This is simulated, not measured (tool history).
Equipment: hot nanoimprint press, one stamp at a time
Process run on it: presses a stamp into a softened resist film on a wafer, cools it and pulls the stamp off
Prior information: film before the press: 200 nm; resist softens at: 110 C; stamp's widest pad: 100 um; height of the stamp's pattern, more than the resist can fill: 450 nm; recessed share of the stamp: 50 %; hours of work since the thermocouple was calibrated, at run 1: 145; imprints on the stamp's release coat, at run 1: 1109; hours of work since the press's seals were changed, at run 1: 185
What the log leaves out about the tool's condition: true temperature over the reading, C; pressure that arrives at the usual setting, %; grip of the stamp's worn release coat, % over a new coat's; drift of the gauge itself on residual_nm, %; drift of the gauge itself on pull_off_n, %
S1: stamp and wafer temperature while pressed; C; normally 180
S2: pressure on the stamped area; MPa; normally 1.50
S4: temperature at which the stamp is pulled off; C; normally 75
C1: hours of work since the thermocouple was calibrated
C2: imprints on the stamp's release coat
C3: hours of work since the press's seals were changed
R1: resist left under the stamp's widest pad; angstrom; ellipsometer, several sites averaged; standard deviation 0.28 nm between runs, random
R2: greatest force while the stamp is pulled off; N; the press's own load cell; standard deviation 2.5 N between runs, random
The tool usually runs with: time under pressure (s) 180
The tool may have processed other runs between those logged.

Run 1, hour 0.0: usual settings; C1 145; C2 1109; C3 185. Result: R1 1067 angstrom, R2 231 N.
Run 2, hour 22.4: usual settings; C1 157; C2 1167; C3 197. Result: R1 1069 angstrom, R2 239 N.
Run 3, hour 40.8: usual settings; C1 167; C2 1214; C3 207. Result: R1 1064 angstrom, R2 234 N.
Run 4, hour 60.4: usual settings but S2 0.98 MPa; C1 178; C2 1265; C3 217. Result: R1 1306 angstrom, R2 238 N.
Run 5, hour 79.9: usual settings but S2 0.98 MPa; C1 188; C2 1315; C3 227. Result: R1 1301 angstrom, R2 241 N.
Run 6, hour 100.9: usual settings but S2 0.98 MPa; C1 199; C2 1370; C3 239. Result: R1 1302 angstrom, R2 245 N.
At hour 106.4: plate thermocouple calibrated.
Run 7, hour 126.2: usual settings but S2 0.98 MPa; C1 11; C2 1427; C3 251. Result: R1 1286 angstrom, R2 243 N.
Run 8, hour 142.3: usual settings but S1 181 C, S2 0.98 MPa; C1 19; C2 1469; C3 259. Result: R1 1239 angstrom, R2 244 N.
At hour 158.8: plate thermocouple calibrated, once more.
Run 9, hour 167.3: usual settings but S1 177 C, S2 1.18 MPa, time under pressure (s) 285; C1 5; C2 1526; C3 271. Result: R1 1224 angstrom, R2 250 N.
Run 10, hour 192.1: usual settings but S2 1.75 MPa, S4 63 C; C1 18; C2 1590; C3 284. Result: R1 1012 angstrom, R2 319 N.

Run 11, settings as shown, results not yet in. Your forecast:
Run 11, hour 215.0: usual settings but S2 1.75 MPa, S4 63 C; C1 30; C2 1649; C3 296. Result: R1 ?, R2 ?.

Run 11 yielded R1 1012 angstrom, R2 316 N.
Had the tool carried no hidden state, the very same run would have given R1 1005 angstrom, R2 262 N.

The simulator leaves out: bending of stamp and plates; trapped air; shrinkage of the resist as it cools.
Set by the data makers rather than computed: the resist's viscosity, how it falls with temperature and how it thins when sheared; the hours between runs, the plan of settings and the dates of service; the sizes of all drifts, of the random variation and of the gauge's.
